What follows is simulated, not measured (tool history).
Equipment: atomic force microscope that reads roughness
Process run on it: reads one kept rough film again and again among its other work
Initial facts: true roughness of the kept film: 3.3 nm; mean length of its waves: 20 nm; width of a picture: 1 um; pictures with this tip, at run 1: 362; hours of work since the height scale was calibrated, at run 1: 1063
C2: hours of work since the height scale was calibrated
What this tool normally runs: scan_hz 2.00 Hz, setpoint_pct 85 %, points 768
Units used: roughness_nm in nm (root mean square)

Run 1, day 0.000: usual settings; pictures with this tip 362; C2 1063. Result: roughness_nm 1.195 nm (root mean square).
At day 1.238: new tip fitted.
Run 2, day 1.350: usual settings; pictures with this tip 2; C2 1079. Result: roughness_nm 2.099 nm (root mean square).
Run 3, day 3.550: usual settings but setpoint_pct 64 %; pictures with this tip 45; C2 1106. Result: roughness_nm 2.103 nm (root mean square).
Run 4, day 5.079: usual settings but setpoint_pct 64 %; pictures with this tip 76; C2 1124. Result: roughness_nm 2.005 nm (root mean square).
Run 5, day 6.442: usual settings; pictures with this tip 103; C2 1140. Result: roughness_nm 1.723 nm (root mean square).
Run 6, day 8.667: usual settings; pictures with this tip 147; C2 1167. Result: roughness_nm 1.612 nm (root mean square).
Run 7, day 10.862: usual settings but points 561; pictures with this tip 190; C2 1193. Result: roughness_nm 1.500 nm (root mean square).
Run 8, day 13.054: usual settings but points 561; pictures with this tip 233; C2 1219. Result: roughness_nm 1.404 nm (root mean square).
Run 9, day 14.392: usual settings but points 561; pictures with this tip 260; C2 1235. Result: roughness_nm 1.353 nm (root mean square).
Run 10, day 15.446: usual settings but points 561; pictures with this tip 281; C2 1248. Result: roughness_nm 1.317 nm (root mean square).
Run 11, day 17.388: usual settings but points 561; pictures with this tip 319; C2 1271. Result: roughness_nm 1.256 nm (root mean square).
Run 12, day 18.504: usual settings but points 561; pictures with this tip 341; C2 1284. Result: roughness_nm 1.205 nm (root mean square).
Run 13, day 20.358: usual settings; pictures with this tip 378; C2 1307. Result: roughness_nm 1.152 nm (root mean square).
At day 20.788: new tip fitted.
Run 14, day 22.417: usual settings but setpoint_pct 58 %; pictures with this tip 32; C2 1331. Result: roughness_nm 2.157 nm (root mean square).
Run 15, day 24.562: usual settings but setpoint_pct 63 %; pictures with this tip 75; C2 1357. Result: roughness_nm 1.944 nm (root mean square).
Run 16, day 26.617: usual settings but setpoint_pct 63 %; pictures with this tip 115; C2 1381. Result: roughness_nm 1.835 nm (root mean square).
Run 17, day 28.733: usual settings but setpoint_pct 63 %; pictures with this tip 157; C2 1406. Result: roughness_nm 1.715 nm (root mean square).
Run 18, day 30.817: usual settings but points 683; pictures with this tip 198; C2 1431. Result: roughness_nm 1.447 nm (root mean square).
Run 19, day 32.629: usual settings but points 683; pictures with this tip 234; C2 1453. Result: roughness_nm 1.382 nm (root mean square).
Run 20, day 34.129: usual settings but points 683; pictures with this tip 264; C2 1471. Result: roughness_nm 1.332 nm (root mean square).
Run 21, day 35.679: usual settings but points 683; pictures with this tip 295; C2 1489. Result: roughness_nm 1.278 nm (root mean square).
Run 22, day 37.483: usual settings but scan_hz 2.48 Hz, points 683; pictures with this tip 330; C2 1511. Result: roughness_nm 1.173 nm (root mean square).
Run 23, day 39.854: usual settings but scan_hz 1.25 Hz, setpoint_pct 73 %, points 977; pictures with this tip 377; C2 1539. Result: roughness_nm 1.249 nm (root mean square).
At day 40.383: new tip fitted.
Run 24, day 41.362: usual settings but scan_hz 1.25 Hz, setpoint_pct 73 %, points 667; pictures with this tip 20; C2 1557. Result: roughness_nm 2.192 nm (root mean square).
Run 25, day 43.188: usual settings but scan_hz 0.50 Hz, points 876; pictures with this tip 56; C2 1579. Result: roughness_nm 2.089 nm (root mean square).
Run 26, day 44.758: usual settings but scan_hz 2.03 Hz, points 529; pictures with this tip 87; C2 1598. Result: roughness_nm 1.762 nm (root mean square).
Run 27, day 46.729: usual settings but scan_hz 1.31 Hz, setpoint_pct 63 %; pictures with this tip 126; C2 1621. Result: roughness_nm 1.870 nm (root mean square).
Run 28, day 48.267: usual settings but scan_hz 1.31 Hz, setpoint_pct 63 %, points 580; pictures with this tip 156; C2 1640. Result: roughness_nm 1.771 nm (root mean square).
Run 29, day 50.117: usual settings but scan_hz 1.31 Hz, setpoint_pct 63 %, points 580; pictures with this tip 193; C2 1662. Result: roughness_nm 1.653 nm (root mean square).
Run 30, day 52.475: usual settings but scan_hz 1.09 Hz, setpoint_pct 84 %; pictures with this tip 239; C2 1690. Result: roughness_nm 1.480 nm (root mean square).
Run 31, day 54.854: usual settings but scan_hz 1.96 Hz, setpoint_pct 62 %, points 525; pictures with this tip 286; C2 1718. Result: roughness_nm 1.440 nm (root mean square).
Run 32, day 56.062: usual settings but scan_hz 3.69 Hz, setpoint_pct 84 %, points 841; pictures with this tip 310; C2 1733. Result: roughness_nm 1.146 nm (root mean square).
Run 33, day 57.833: usual settings but scan_hz 3.05 Hz, setpoint_pct 84 %, points 841; pictures with this tip 345; C2 1754. Result: roughness_nm 1.130 nm (root mean square).
Run 34, day 59.142: usual settings but scan_hz 2.71 Hz; pictures with this tip 371; C2 1770. Result: roughness_nm 1.118 nm (root mean square).
At day 59.908: new tip fitted.
Run 35, day 61.071: usual settings but scan_hz 0.55 Hz, setpoint_pct 81 %; pictures with this tip 23; C2 1792. Result: roughness_nm 2.191 nm (root mean square).

Below are 5 alternative next runs, each starting from the tool's condition after run 35. Predict each:
Run A, day 62.942: usual settings but scan_hz 0.55 Hz, setpoint_pct 81 %, points 515; pictures with this tip 60; C2 1815. Result: roughness_nm ?.
Run B, day 62.942: usual settings but scan_hz 0.90 Hz, setpoint_pct 81 %, points 501; pictures with this tip 60; C2 1815. Result: roughness_nm ?.
Run C, day 62.942: usual settings but scan_hz 1.01 Hz, points 304; pictures with this tip 60; C2 1815. Result: roughness_nm ?.
Run D, day 62.942: usual settings but points 392; pictures with this tip 60; C2 1815. Result: roughness_nm ?.
Run E, day 62.942: usual settings but scan_hz 2.33 Hz, setpoint_pct 87 %, points 283; pictures with this tip 60; C2 1815. Result: roughness_nm ?.

run  roughness_nm
  A         2.035
  B         2.001
  C         1.931
  D         1.819
  E         1.712
Had the tool no hidden state, the same runs would have come out as:
run  roughness_nm
  A         2.378
  B         2.339
  C         2.257
  D         2.126
  E         2.001

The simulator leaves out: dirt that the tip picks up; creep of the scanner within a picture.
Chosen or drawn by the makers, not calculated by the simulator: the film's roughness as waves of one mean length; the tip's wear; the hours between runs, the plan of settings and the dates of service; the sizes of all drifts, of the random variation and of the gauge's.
